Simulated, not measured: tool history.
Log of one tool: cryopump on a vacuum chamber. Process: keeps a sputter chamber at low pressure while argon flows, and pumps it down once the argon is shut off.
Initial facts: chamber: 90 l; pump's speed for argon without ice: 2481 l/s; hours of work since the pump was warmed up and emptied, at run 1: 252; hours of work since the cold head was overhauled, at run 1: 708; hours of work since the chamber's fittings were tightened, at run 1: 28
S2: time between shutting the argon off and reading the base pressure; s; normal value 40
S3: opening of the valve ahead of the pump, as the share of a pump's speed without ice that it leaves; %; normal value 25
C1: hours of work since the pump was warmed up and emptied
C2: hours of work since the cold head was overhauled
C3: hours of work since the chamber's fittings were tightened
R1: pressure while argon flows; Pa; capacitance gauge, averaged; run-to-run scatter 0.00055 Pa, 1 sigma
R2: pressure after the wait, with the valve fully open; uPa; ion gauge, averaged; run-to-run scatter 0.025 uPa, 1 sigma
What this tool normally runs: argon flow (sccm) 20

Run 1, hour 0: usual settings; C1 252; C2 708; C3 28. Result: R1 0.0579 Pa, R2 1.05 uPa.
Run 2, hour 45.3: usual settings; C1 288; C2 744; C3 64. Result: R1 0.0588 Pa, R2 1.07 uPa.
Run 3, hour 68.5: usual settings; C1 307; C2 762; C3 82. Result: R1 0.0601 Pa, R2 1.11 uPa.
Run 4, hour 106.7: usual settings; C1 337; C2 792; C3 112. Result: R1 0.0601 Pa, R2 1.12 uPa.
Run 5, hour 148.8: usual settings; C1 370; C2 825; C3 145. Result: R1 0.0611 Pa, R2 1.17 uPa.
Run 6, hour 196.4: usual settings; C1 407; C2 863; C3 183. Result: R1 0.0602 Pa, R2 1.19 uPa.
At hour 229.7: pump warmed up, emptied and cooled again.
Run 7, hour 246.6: usual settings; C1 13; C2 898; C3 219. Result: R1 0.0549 Pa, R2 1.1 uPa.
Run 8, hour 288.9: usual settings; C1 47; C2 932; C3 252. Result: R1 0.0547 Pa, R2 1.12 uPa.
Run 9, hour 324.6: usual settings; C1 75; C2 960; C3 280. Result: R1 0.0553 Pa, R2 1.13 uPa.
Run 10, hour 363: usual settings; C1 105; C2 990; C3 310. Result: R1 0.0564 Pa, R2 1.14 uPa.
Run 11, hour 408.2: usual settings; C1 141; C2 1026; C3 346. Result: R1 0.0567 Pa, R2 1.2 uPa.
Run 12, hour 435.7: usual settings; C1 163; C2 1048; C3 368. Result: R1 0.0574 Pa, R2 1.21 uPa.
Run 13, hour 469: usual settings; C1 189; C2 1074; C3 394. Result: R1 0.0578 Pa, R2 1.26 uPa.
Run 14, hour 497.9: usual settings; C1 212; C2 1097; C3 417. Result: R1 0.0572 Pa, R2 1.24 uPa.
Run 15, hour 533.8: usual settings but S2 163 s; C1 240; C2 1125; C3 445. Result: R1 0.0569 Pa, R2 0.62 uPa.
Run 16, hour 575.6: usual settings but argon flow (sccm) 30; C1 273; C2 1158; C3 478. Result: R1 0.0871 Pa, R2 1.28 uPa.
Run 17, hour 606.4: usual settings but argon flow (sccm) 30; C1 297; C2 1182; C3 503. Result: R1 0.0877 Pa, R2 1.38 uPa.
Run 18, hour 642.6: usual settings but argon flow (sccm) 30; C1 326; C2 1211; C3 531. Result: R1 0.0884 Pa, R2 1.35 uPa.
Run 19, hour 692.1: usual settings but argon flow (sccm) 30, S3 44 %; C1 365; C2 1250; C3 570. Result: R1 0.055 Pa, R2 1.41 uPa.
Run 20, hour 723.4: usual settings but argon flow (sccm) 30, S2 21 s, S3 27 %; C1 390; C2 1275; C3 595. Result: R1 0.0852 Pa, R2 2.23 uPa.
Run 21, hour 756.7: usual settings but argon flow (sccm) 24, S2 115 s, S3 20 %; C1 416; C2 1301; C3 621. Result: R1 0.0905 Pa, R2 0.93 uPa.
At hour 775.6: pump warmed up, emptied and cooled again.
Run 22, hour 789.2: usual settings but argon flow (sccm) 37, S2 53 s, S3 18 %; C1 11; C2 1323; C3 643. Result: R1 0.1407 Pa, R2 1.1 uPa.
Run 23, hour 827.1: usual settings but argon flow (sccm) 37, S2 133 s, S3 30 %; C1 41; C2 1353; C3 673. Result: R1 0.0849 Pa, R2 0.73 uPa.
Run 24, hour 873.5: usual settings but argon flow (sccm) 35, S3 16 %; C1 77; C2 1389; C3 709. Result: R1 0.1509 Pa, R2 1.36 uPa.
Run 25, hour 917.5: usual settings but argon flow (sccm) 35, S3 16 %; C1 112; C2 1424; C3 744. Result: R1 0.1527 Pa, R2 1.4 uPa.
Run 26, hour 955.1: usual settings but argon flow (sccm) 35, S3 16 %; C1 142; C2 1454; C3 774. Result: R1 0.1517 Pa, R2 1.42 uPa.
Run 27, hour 1000.4: usual settings but argon flow (sccm) 38, S2 166 s, S3 48 %; C1 177; C2 1489; C3 809. Result: R1 0.058 Pa, R2 0.81 uPa.
Run 28, hour 1022.6: usual settings but argon flow (sccm) 22, S2 277 s, S3 48 %; C1 195; C2 1507; C3 827. Result: R1 0.0342 Pa, R2 0.71 uPa.
Run 29, hour 1072.4: usual settings but argon flow (sccm) 22, S2 277 s, S3 48 %; C1 234; C2 1546; C3 866. Result: R1 0.0346 Pa, R2 0.8 uPa.
Run 30, hour 1102.5: usual settings but argon flow (sccm) 22, S2 277 s, S3 38 %; C1 258; C2 1570; C3 890. Result: R1 0.0428 Pa, R2 0.81 uPa.
Run 31, hour 1143.3: usual settings but argon flow (sccm) 11, S2 61 s, S3 32 %; C1 290; C2 1602; C3 922. Result: R1 0.0249 Pa, R2 1.25 uPa.
Run 32, hour 1168.7: usual settings but argon flow (sccm) 13, S2 131 s, S3 59 %; C1 310; C2 1622; C3 942. Result: R1 0.0177 Pa, R2 0.98 uPa.
Run 33, hour 1194: usual settings but argon flow (sccm) 27, S2 117 s, S3 16 %; C1 330; C2 1642; C3 962. Result: R1 0.1225 Pa, R2 1.07 uPa.

Consider 3 possible next runs. They are alternatives, not a sequence: every one starts from the tool as it was left by run 33. What does each give?
Run A, hour 1227.3: usual settings but argon flow (sccm) 15, S2 95 s, S3 17 %; C1 356; C2 1668; C3 988. Result: R1 ?, R2 ?.
Run B, hour 1227.3: usual settings but argon flow (sccm) 27, S2 117 s, S3 28 %; C1 356; C2 1668; C3 988. Result: R1 ?, R2 ?.
Run C, hour 1227.3: usual settings but argon flow (sccm) 27, S2 123 s, S3 16 %; C1 356; C2 1668; C3 988. Result: R1 ?, R2 ?.

run      R1    R2
  A  0.0636  1.17
  B  0.0727  1.09
  C  0.1226   1.1
Take away the tool's hidden state, keep each run's random variation, and the runs would have read:
run      R1    R2
  A  0.0596  0.47
  B  0.0655  0.42
  C  0.1155  0.41
